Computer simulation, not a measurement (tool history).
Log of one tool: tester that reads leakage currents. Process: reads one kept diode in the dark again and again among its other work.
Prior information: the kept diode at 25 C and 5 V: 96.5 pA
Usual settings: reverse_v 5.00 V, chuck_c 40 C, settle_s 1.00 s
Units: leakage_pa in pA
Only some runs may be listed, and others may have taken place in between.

run,hour,reverse_v,chuck_c,settle_s,leakage_pa
1,0.0,5.00,40,1.00,306.15
2,107.6,5.00,40,1.00,304.76
3,191.7,5.00,42,1.00,353.34
4,352.0,5.00,42,1.00,354.12
5,467.5,5.00,42,1.00,351.08
6,613.5,5.00,40,1.00,305.32
7,689.4,5.00,20,1.00,64.38
8,867.6,5.00,25,1.00,97.16
9,1020.1,5.00,40,1.00,304.52
10,1164.3,5.00,40,1.00,305.86
11,1334.0,5.00,40,1.00,304.86
12,1442.1,5.00,40,1.00,303.93
13,1598.7,5.00,40,1.00,304.38
14,1720.0,5.00,40,1.00,306.55
# hour 1778.0: tester calibrated
15,1874.1,5.00,40,9.19,305.07
16,1994.4,5.00,39,9.19,284.09
17,2139.4,5.00,39,9.19,283.63
18,2247.0,5.00,39,9.19,283.03
# hour 2338.0: chuck's temperature calibrated
19,2429.3,5.00,39,9.19,284.99
20,2518.9,5.00,39,9.19,282.56
21,2594.6,5.00,39,0.33,285.69
22,2739.4,11.93,37,0.33,329.22
# hour 2818.7: probe card cleaned and baked
23,2818.7,11.93,37,0.33,327.96
24,2896.0,10.30,30,0.46,183.69
25,3031.1,10.30,30,0.46,184.63
26,3137.2,10.30,30,0.46,183.68
27,3258.4,18.93,30,0.46,226.24
28,3382.7,18.93,30,0.46,227.73
29,3533.0,18.93,29,3.53,206.41
30,3689.5,18.93,47,4.97,781.32
31,3815.9,1.30,22,1.00,48.39
32,3915.3,1.30,22,1.00,48.40
33,4044.0,5.00,40,2.34,306.21
34,4204.0,5.00,40,2.34,306.30
35,4307.4,3.93,30,2.35,133.13
36,4407.5,3.93,28,2.35,113.09
37,4535.8,5.00,57,1.20,993.96
38,4645.6,5.00,29,0.31,134.07
39,4808.9,1.87,40,0.44,221.29
40,4931.6,9.33,21,1.00,86.44

Alternative continuations, all from the tool just after run 40; predict every row:
A,5035.7,9.33,21,0.38,?
B,5035.7,12.95,34,3.49,?
C,5035.7,9.33,24,1.00,?

run,leakage_pa
A,87.04
B,266.35
C,110.21
Without the tool's unlogged condition, the same runs would have read:
run,leakage_pa
A,87.08
B,266.65
C,110.29
